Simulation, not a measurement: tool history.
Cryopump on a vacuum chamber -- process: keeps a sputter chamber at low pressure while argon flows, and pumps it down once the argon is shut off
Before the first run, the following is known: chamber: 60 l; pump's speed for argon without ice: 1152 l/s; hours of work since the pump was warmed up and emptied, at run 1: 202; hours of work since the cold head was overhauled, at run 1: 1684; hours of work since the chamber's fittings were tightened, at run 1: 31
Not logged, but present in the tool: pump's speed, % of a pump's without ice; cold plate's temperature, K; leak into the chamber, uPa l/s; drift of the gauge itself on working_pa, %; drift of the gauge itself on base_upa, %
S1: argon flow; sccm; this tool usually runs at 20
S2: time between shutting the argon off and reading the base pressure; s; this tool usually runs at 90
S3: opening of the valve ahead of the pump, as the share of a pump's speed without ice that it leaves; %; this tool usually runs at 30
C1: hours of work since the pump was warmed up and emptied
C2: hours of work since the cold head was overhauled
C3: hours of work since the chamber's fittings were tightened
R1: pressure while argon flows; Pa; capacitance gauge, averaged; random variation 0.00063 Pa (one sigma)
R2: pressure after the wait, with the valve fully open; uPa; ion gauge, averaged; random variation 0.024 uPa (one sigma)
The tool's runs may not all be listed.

| run | day | S1 | S2 | S3 | C1 | C2 | C3 | R1 | R2 |
|---|---|---|---|---|---|---|---|---|---|
| 1 | 0 | 20 | 90 | 30 | 202 | 1684 | 31 | 0.1021 | 1.05 |
| 2 | 1.788 | 10 | 90 | 30 | 226 | 1708 | 55 | 0.051 | 1.09 |
| 3 | 4.196 | 10 | 90 | 30 | 259 | 1740 | 88 | 0.0517 | 1.09 |
| 4 | 6.683 | 10 | 90 | 30 | 292 | 1774 | 122 | 0.0528 | 1.16 |
| 5 | 8.508 | 10 | 90 | 26 | 317 | 1799 | 146 | 0.0601 | 1.22 |
| 6 | 10.554 | 10 | 149 | 26 | 345 | 1826 | 174 | 0.0605 | 0.99 |
| 7 | 12.15 | 10 | 149 | 26 | 366 | 1848 | 196 | 0.0612 | 1.01 |
| 8 | 14.292 | 28 | 36 | 25 | 395 | 1877 | 225 | 0.1789 | 2.25 |
| 9 | 16.279 | 21 | 208 | 39 | 422 | 1904 | 251 | 0.0897 | 0.95 |
|  | 18.417 | pump warmed up, emptied and cooled again |
| 10 | 19.633 | 21 | 208 | 39 | 16 | 1946 | 294 | 0.0805 | 0.82 |
| 11 | 21.742 | 37 | 70 | 30 | 45 | 1975 | 322 | 0.1854 | 1.45 |
| 12 | 24.721 | 37 | 70 | 30 | 85 | 2015 | 363 | 0.1854 | 1.48 |
| 13 | 27.021 | 37 | 115 | 37 | 116 | 2046 | 394 | 0.1519 | 1.18 |

What differs in the tool's unlogged condition from the final listed run ahead of each entry between runs to the first listed run following it?
Runs 9 to 10: pump warmed up, emptied and cooled again (day 18.417)
  pump's speed, % of a pump's without ice: 75.9 -> 98.6; cold plate's temperature, K: 13.34 -> 13.36; leak into the chamber, uPa l/s: 571 -> 607
  what was measured, less what the result would be without the hidden state, R1: +0.0109 -> +0.0013 Pa; R2: +0.41 -> +0.29 uPa
